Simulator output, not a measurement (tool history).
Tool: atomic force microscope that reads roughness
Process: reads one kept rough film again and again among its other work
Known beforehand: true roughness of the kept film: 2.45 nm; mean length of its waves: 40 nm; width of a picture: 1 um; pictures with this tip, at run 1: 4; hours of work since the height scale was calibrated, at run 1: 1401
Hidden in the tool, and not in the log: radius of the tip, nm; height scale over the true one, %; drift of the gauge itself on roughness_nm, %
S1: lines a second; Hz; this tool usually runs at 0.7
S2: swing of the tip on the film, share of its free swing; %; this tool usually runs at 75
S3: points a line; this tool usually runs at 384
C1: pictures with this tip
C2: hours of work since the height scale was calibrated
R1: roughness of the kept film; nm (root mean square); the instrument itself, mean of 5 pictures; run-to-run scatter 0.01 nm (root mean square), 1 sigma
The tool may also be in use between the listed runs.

run    hour     S1  S2   S3   C1    C2     R1
  1       0    0.7  75  384    4  1401  2.271
  2    74.1    0.7  75  384  110  1443  2.225
  3   115.3    0.7  75  384  169  1467  2.215
  4   171.9    0.7  75  408  249  1499  2.182
  5   241.3    0.7  75  408  349  1539  2.126
      272.2  -- new tip fitted
  6   285.9    0.7  75  408   20  1564   2.27
  7     335    0.7  75  408   90  1592  2.229
  8   404.6    0.7  75  408  189  1631  2.186
  9   466.9    0.7  75  978  278  1667  2.175
 10   519.1  3.626  75  384  353  1697  1.907
      546.7  -- new tip fitted
 11   563.8  3.626  75  384   24  1722  2.037
 12   637.2  3.626  75  384  129  1764  2.003
 13   686.7  3.626  75  384  199  1792  1.967
 14   737.5  3.626  75  384  272  1821   1.96
 15   770.5  3.626  75  384  319  1840  1.931
      823.1  -- new tip fitted
 16     841    0.7  75  685   25  1880  2.272
 17   876.7    0.7  75  685   76  1900  2.235
 18   911.5    0.7  75  685  126  1920  2.225
 19   987.2    0.7  75  685  234  1963  2.164
 20  1060.5    0.7  75  685  339  2005  2.142
       1099  -- new tip fitted
 21    1099    0.7  75  682    0  2026  2.292
 22  1164.8    0.7  75  682   94  2064  2.224
 23  1234.2    0.7  75  682  193  2103  2.175
 24  1312.2  0.865  77  562  305  2148  2.129
 25  1362.4  0.526  86  450  376  2177  2.102
     1376.4  -- new tip fitted
 26  1399.4    0.7  58  384   33  2197  2.293
 27    1476    0.7  58  384  143  2241  2.236
 28  1512.5    0.7  58  384  195  2262  2.226
 29  1586.8    0.7  58  384  301  2304  2.202
 30  1646.9  2.152  69  677  387  2338  2.037
     1652.6  -- new tip fitted
 31  1713.2  0.504  82  304   87  2376  2.233
 32  1749.6  0.504  82  304  139  2397  2.206
 33  1804.6  0.931  61  266  217  2428  2.197
 34  1872.4  0.931  61  477  314  2467  2.159
     1931.1  -- new tip fitted
 35  1938.9  0.931  61  477   12  2504  2.287
 36  2014.3  1.602  57  587  119  2547  2.228
 37  2086.4   3.44  77  417  222  2588  1.933
 38  2145.2  2.343  75  688  306  2622   2.03
     2207.7  -- new tip fitted
 39  2208.8  2.343  75  439    1  2658  2.128
 40  2253.4  2.343  75  439   65  2683  2.098
 41  2305.1  2.343  75  439  139  2713  2.073
 42  2362.4  3.153  65  384  221  2745  2.073
 43  2426.7  2.351  58  597  313  2782  2.128
 44  2465.7  2.351  58  597  368  2804  2.113
     2483.3  -- new tip fitted
 45  2525.7  1.465  60  597   60  2838  2.257

Pick out some run-to-run changes in R1. Of each, how much would a tool without hidden state show as well, from the settings, what came in and chance, and how much is left for the hidden state and any gauge scatter not in both results compared?
Run 5 -> 6: new tip fitted. R1 +0.144 nm (root mean square): hidden state +0.127, all else +0.017.
Run 9 -> 10: S1 0.7 -> 3.626, S3 978 -> 384. R1 -0.268 nm (root mean square): hidden state -0.008, all else -0.26.
Run 15 -> 16: S1 3.626 -> 0.7, S3 384 -> 685, new tip fitted. R1 +0.341 nm (root mean square): hidden state +0.098, all else +0.243.
Run 20 -> 21: S3 685 -> 682, new tip fitted. R1 +0.15 nm (root mean square): hidden state +0.132, all else +0.018.
Run 25 -> 26: S1 0.526 -> 0.7, S2 86 -> 58, S3 450 -> 384, new tip fitted. R1 +0.191 nm (root mean square): hidden state +0.13, all else +0.061.
Run 36 -> 37: S1 1.602 -> 3.44, S2 57 -> 77, S3 587 -> 417. R1 -0.295 nm (root mean square): hidden state -0.026, all else -0.269.
